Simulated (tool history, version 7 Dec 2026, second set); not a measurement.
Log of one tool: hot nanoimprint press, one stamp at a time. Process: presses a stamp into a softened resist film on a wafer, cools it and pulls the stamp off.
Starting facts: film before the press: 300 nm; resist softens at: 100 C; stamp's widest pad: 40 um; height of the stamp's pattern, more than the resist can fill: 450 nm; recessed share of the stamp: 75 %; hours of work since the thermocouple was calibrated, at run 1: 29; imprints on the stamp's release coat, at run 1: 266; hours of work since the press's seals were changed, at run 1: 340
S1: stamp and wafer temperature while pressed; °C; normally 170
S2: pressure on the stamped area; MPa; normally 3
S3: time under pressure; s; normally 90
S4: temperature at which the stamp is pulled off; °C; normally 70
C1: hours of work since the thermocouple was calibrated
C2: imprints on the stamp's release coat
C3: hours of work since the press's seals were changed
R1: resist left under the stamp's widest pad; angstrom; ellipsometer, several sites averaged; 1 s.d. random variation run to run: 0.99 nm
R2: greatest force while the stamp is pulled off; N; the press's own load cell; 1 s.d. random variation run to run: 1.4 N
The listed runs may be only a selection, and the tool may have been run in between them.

run,hour,S1,S2,S3,S4,C1,C2,C3,R1,R2
1,0,170,3,90,70,29,266,340,1437,139
2,18.5,170,3.52,90,70,42,315,354,1348,137
3,35.6,170,3,90,70,55,361,366,1450,141
4,46.7,170,3,90,70,64,391,375,1454,138
5,59.6,170,3,53,70,73,425,385,1746,139
6,74.5,170,3,53,70,85,465,396,1746,141
7,86.7,170,3,53,70,94,498,405,1722,141
8,105.8,170,3,53,57,108,549,419,1729,168
9,114.2,170,3,53,57,114,571,426,1753,171
10,124.4,170,3,53,57,122,599,433,1727,168
11,135.5,170,3,90,70,130,628,442,1443,145
12,149.5,170,3,90,57,141,666,452,1483,168
13,167.3,170,2.54,46,57,154,714,465,1927,168
14,185.4,170,2.54,76,57,168,762,479,1672,168
# hour 195.5: stamp cleaned and given a new release coat
15,199.9,172,3.15,121,70,174,12,485,1137,132
16,214.8,172,3.15,121,70,185,52,497,1144,137
17,224.3,160,3,90,70,193,77,504,2341,136
18,234,164,3,146,70,200,103,511,1702,136
19,251.9,164,3,146,70,213,151,524,1710,134
20,262,166,3.6,146,58,221,178,532,1412,159
21,270.3,159,3,90,68,227,200,538,2380,139
22,284.9,172,3,62,70,238,239,549,1533,138
23,302.7,172,3,66,70,251,287,563,1501,138
24,314.6,170,2.13,90,70,260,319,572,1696,141

For some of the steps in R1 from one run to the next: how much would appear even if the tool had no hidden state, given the settings, what came in and random variation, and how much remains for the hidden state plus any gauge scatter that the measured result and the result without hidden state don't share?
Unlogged tool condition in this case: true temperature over the reading, C; pressure that arrives at the usual setting, %; grip of the stamp's worn release coat, % over a new coat's; drift of the gauge itself on residual_nm, %; drift of the gauge itself on pull_off_n, %.
Run 16 -> 17: S1 172 -> 160, S2 3.15 -> 3, S3 121 -> 90. R1 +1197 angstrom: hidden state +9, all else +1188.
Run 17 -> 18: S1 160 -> 164, S3 90 -> 146. R1 -639 angstrom: hidden state +6, all else -645.
Run 20 -> 21: S1 166 -> 159, S2 3.6 -> 3, S3 146 -> 90, S4 58 -> 68. R1 +968 angstrom: hidden state -6, all else +974.
